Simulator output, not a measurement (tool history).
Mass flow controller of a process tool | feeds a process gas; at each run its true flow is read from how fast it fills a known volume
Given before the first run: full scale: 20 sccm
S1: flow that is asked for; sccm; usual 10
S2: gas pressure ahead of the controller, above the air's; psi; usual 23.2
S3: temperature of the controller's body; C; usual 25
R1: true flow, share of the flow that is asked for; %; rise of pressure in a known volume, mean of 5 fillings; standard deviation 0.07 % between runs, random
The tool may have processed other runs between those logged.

run,day,S1,S2,S3,R1
1,0.000,10,23.2,25,99.56
2,5.367,10,23.2,25,99.76
3,7.758,10,23.2,25,99.81
4,12.642,10,23.2,25,99.73
5,16.258,10,23.2,25,99.69
6,18.433,10,23.2,25,99.73
7,21.850,10,23.2,25,99.75
8,24.888,10,23.2,25,99.81
9,27.179,10,23.2,32,99.61
10,29.404,10,37.6,32,99.80
11,33.042,10,37.6,32,99.89
12,37.875,10,37.6,32,99.83
13,43.125,10,37.6,32,99.96
14,47.792,10,23.2,21,100.11
15,50.567,10,23.2,21,100.11
16,54.412,10,23.2,26,99.97
17,59.417,10,23.2,26,99.80
# day 59.867: controller's zero set anew
18,63.192,10,23.2,26,100.22
19,68.150,10,23.2,26,100.25
20,72.612,10,23.2,25,100.28
# day 77.346: controller's zero set anew, once more
21,77.604,10,36.1,26,99.87
22,81.800,10,36.1,26,99.83
23,86.854,10,36.1,26,100.00
24,91.221,7,24.9,27,99.26
25,96.571,3,29.6,23,99.20
26,101.225,7,20.5,35,98.98
27,104.283,12,22.6,25,100.13
28,109.275,7,23.2,39,99.22
29,113.979,4,29.9,20,99.43
30,118.383,10,23.2,21,100.00
31,121.054,13,23.2,22,100.46
32,125.392,10,29.2,22,100.08
33,129.675,10,29.2,22,100.13
34,134.192,6,31.0,25,99.73
35,138.575,6,31.0,25,99.61
36,143.596,6,31.0,25,99.87
37,145.821,6,31.0,25,99.82
38,148.554,6,23.2,25,99.54
39,152.546,20,23.2,25,101.32
40,154.842,4,23.2,38,99.13

Alternative continuations, all from the tool just after run 40; predict every row:
A,159.146,10,30.6,25,?
B,159.146,10,30.6,32,?
C,159.146,10,23.2,38,?
D,159.146,11,23.2,26,?

run,R1
A,100.28
B,99.95
C,99.76
D,100.26
Take away the tool's hidden state, keep each run's random variation, and the runs would have read:
run,R1
A,98.73
B,98.40
C,98.20
D,98.72
